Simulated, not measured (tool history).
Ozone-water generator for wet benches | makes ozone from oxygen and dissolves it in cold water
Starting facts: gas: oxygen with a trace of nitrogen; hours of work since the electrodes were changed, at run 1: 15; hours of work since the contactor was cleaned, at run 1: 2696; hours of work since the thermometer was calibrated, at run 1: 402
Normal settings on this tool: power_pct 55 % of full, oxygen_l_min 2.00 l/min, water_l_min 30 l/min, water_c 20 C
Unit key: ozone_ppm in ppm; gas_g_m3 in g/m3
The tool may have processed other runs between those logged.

run    hour  power_pct  oxygen_l_min  water_l_min  water_c  hours of work since the electrodes were changed  hours of work since the contactor was cleaned  hours of work since the thermometer was calibrated  ozone_ppm  gas_g_m3
  1     0.0         55          2.00           30       20                                               15                                           2696                                                 402        8.5     215.3
  2    38.9         53          2.00           30       20                                               42                                           2722                                                 428        8.3     210.4
  3    87.2         59          2.00           30       20                                               74                                           2755                                                 461        9.0     231.4
  4   135.4         59          2.00           30       20                                              107                                           2787                                                 493        9.0     231.8
  5   162.1         55          2.00           30       14                                              125                                           2805                                                 511        8.7     218.7
  6   196.9         55          2.00           30       20                                              148                                           2829                                                 535        8.5     217.0
  7   241.9         55          2.00           40       20                                              178                                           2859                                                 565        6.2     221.0
  8   285.4         55          2.00           30       14                                              208                                           2888                                                 594        8.8     221.3
  9   329.6         55          2.00           30       14                                              238                                           2918                                                 624        8.6     220.5
 10   380.7         55          2.00           30       14                                              272                                           2953                                                 659        8.9     219.9
 11   417.8         55          2.00           30       20                                              297                                           2978                                                 684        8.5     219.6
 12   473.5         55          2.00           30       16                                              335                                           3015                                                 721        8.5     222.1
 13   502.8         55          2.00           30       14                                              354                                           3035                                                 741        8.7     221.7
 14   560.1         55          2.00           30       14                                              393                                           3073                                                 779        8.7     223.0
 15   590.6         55          2.00           30       14                                              414                                           3094                                                 800        8.7     221.7
      611.4  -- gauge calibrated
 16   623.1         55          2.00           30       14                                              435                                           3116                                                 822        8.8     215.8
 17   679.1         55          1.23           30       14                                              473                                           3154                                                 860        7.3     281.6
 18   735.5         55          3.10           27       25                                              511                                           3192                                                 898        9.7     170.7
 19   761.6         55          3.10           27       25                                              529                                           3209                                                 915        9.9     169.4
 20   807.8         55          3.10           27       25                                              560                                           3240                                                 946        9.8     170.3
 21   845.8         55          3.10           27       25                                              586                                           3266                                                 972        9.7     171.0
 22   869.9         55          3.10           27       25                                              602                                           3282                                                 988        9.8     169.8
 23   903.2         55          1.01           30       21                                              624                                           3305                                                1011        6.7     319.1
 24   952.6         55          2.19           32       15                                              658                                           3338                                                1044        8.1     208.5
 25   989.6         80          2.19           30       15                                              683                                           3363                                                1069       12.8     298.2
 26  1038.7         55          1.06           35       20                                              716                                           3396                                                1102        6.0     316.1
 27  1090.9         50          1.06           35       24                                              751                                           3431                                                1137        5.5     289.0
 28  1125.6         55          2.00           24       18                                              774                                           3455                                                1161       10.6     218.9
 29  1184.3         55          2.00           24       18                                              814                                           3494                                                1200       10.5     222.2
 30  1236.1         41          1.39           28       13                                              849                                           3529                                                1235        6.4     206.7
 31  1287.6         41          1.39           28       13                                              883                                           3564                                                1270        6.3     206.2
 32  1345.4         48          3.50           46       28                                              922                                           3603                                                1309        5.2     143.7

What if the next run were any one of these 5? Each begins from the tool's condition after run 32:
  A  1377.4         41          3.50           28       28                                              944                                           3624                                                1330          ?         ?
  B  1377.4         67          3.50           45       14                                              944                                           3624                                                1330          ?         ?
  C  1377.4         48          3.50           46       19                                              944                                           3624                                                1330          ?         ?
  D  1377.4         93          1.07           45       20                                              944                                           3624                                                1330          ?         ?
  E  1377.4         49          3.50           42       24                                              944                                           3624                                                1330          ?         ?

run  ozone_ppm  gas_g_m3
  A        7.1     125.8
  B        8.1     196.7
  C        5.7     146.3
  D        7.5     519.0
  E        5.9     146.9
Stripped of hidden state, with their random variation kept, the same runs would have yielded:
run  ozone_ppm  gas_g_m3
  A        7.1     121.4
  B        8.1     189.7
  C        5.7     141.1
  D        7.5     500.8
  E        5.9     141.7
